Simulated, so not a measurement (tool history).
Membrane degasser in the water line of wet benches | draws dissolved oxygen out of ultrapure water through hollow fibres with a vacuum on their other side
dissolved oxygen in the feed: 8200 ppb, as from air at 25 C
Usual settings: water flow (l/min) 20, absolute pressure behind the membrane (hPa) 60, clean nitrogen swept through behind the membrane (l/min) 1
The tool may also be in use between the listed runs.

run,day,water flow (l/min),absolute pressure behind the membrane (hPa),clean nitrogen swept through behind the membrane (l/min),dissolved oxygen in the water behind the degasser (ppb),pressure that the water loses in the fibres (hPa)
1,0,20,60,1,129.8,310.4
2,5.696,20,60,1,129.6,312
3,8.642,20,60,1,127.4,308.8
4,15.129,20,60,1,130.6,310
5,19.096,20,60,1,128.1,308.1
6,22.762,20,60,1,131.9,311.7
7,26.458,20,60,1,129.3,310.3
8,30.904,20,60,1,128.3,310.3
# day 31.288: seals of the vacuum lines changed
9,37.233,13,60,1,85.5,201.1
10,43.212,13,60,1,85,202.4
11,47.621,13,60,1,85.7,202.7
12,50.733,13,60,1,86.2,199.3
13,54.004,20,60,2.68,54.5,311.8
14,60.317,20,60,2.68,54.3,310.7
15,64.85,16,56.8,1.2,78.2,249.4
16,67.825,16,142.7,0.69,529.6,248.7
17,74.392,22,84.9,1.45,189,341.5
18,77.342,15,92.9,1.45,147.2,234
19,83.262,15,92.9,1.45,149.5,233.3
20,88.221,25,85.6,0.44,550.1,389
21,93.721,20,109.6,1.33,268.3,310.9
22,100.096,21,137.3,1,479.3,324.9

3 ways to go on from here, each from the tool as it stands after run 22. What would each give?
A,104.354,20,82,1,?,?
B,104.354,15,130.3,1.95,?,?
C,104.354,15,46.2,1.92,?,?

run,dissolved oxygen in the water behind the degasser (ppb),pressure that the water loses in the fibres (hPa)
A,227.2,312.8
B,179.5,236
C,29.2,234.4
Without the tool's hidden state the same runs would have given:
run,dissolved oxygen in the water behind the degasser (ppb),pressure that the water loses in the fibres (hPa)
A,222.1,309.8
B,177.2,233.7
C,27.1,232.1
